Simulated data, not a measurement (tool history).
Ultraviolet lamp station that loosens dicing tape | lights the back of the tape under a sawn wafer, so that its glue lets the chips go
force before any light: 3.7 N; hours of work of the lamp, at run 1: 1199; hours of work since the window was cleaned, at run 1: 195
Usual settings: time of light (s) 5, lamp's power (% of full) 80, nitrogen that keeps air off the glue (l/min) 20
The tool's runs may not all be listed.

run	hour	time of light (s)	lamp's power (% of full)	nitrogen that keeps air off the glue (l/min)	hours of work of the lamp	hours of work since the window was cleaned	force that peels the tape off (N)	light that reached the tape (mJ/cm2)
1	0	5	80	20	1199	195	0.333	238
2	32.4	5	80	20	1219	215	0.32	230
3	80.7	5	80	20	1249	245	0.331	225
4	102.5	5	80	20	1262	258	0.334	229
5	123.6	5	80	20	1275	271	0.339	228
# hour 154.5: window cleaned of glue's vapour
6	168.9	5	80	20	1302	9	0.395	210
7	202.6	5	80	20	1323	29	0.41	204
8	222.9	3	67	12	1335	42	1.273	99
9	252.7	9	79	40	1354	60	0.175	360
10	272.8	5	80	35	1366	72	0.302	205
11	305	6	66	14	1386	92	0.544	196

Hidden state or all else? Some run-to-run changes of force that peels the tape off (N), split into what the settings, what came in and random variation would give without the hidden state, and what is left for the hidden state (with any gauge scatter that isn't in both results):
The hidden state here: lamp's light, % of a new lamp's; light that the window lets through, % of a clean one's; drift of the gauge itself on peel_n, %; drift of the gauge itself on dose_mj_cm2, %.
Run 8 -> 9: time of light (s) 3 -> 9, lamp's power (% of full) 67 -> 79, nitrogen that keeps air off the glue (l/min) 12 -> 40. force that peels the tape off (N) -1.098: hidden state -0.496, all else -0.602.

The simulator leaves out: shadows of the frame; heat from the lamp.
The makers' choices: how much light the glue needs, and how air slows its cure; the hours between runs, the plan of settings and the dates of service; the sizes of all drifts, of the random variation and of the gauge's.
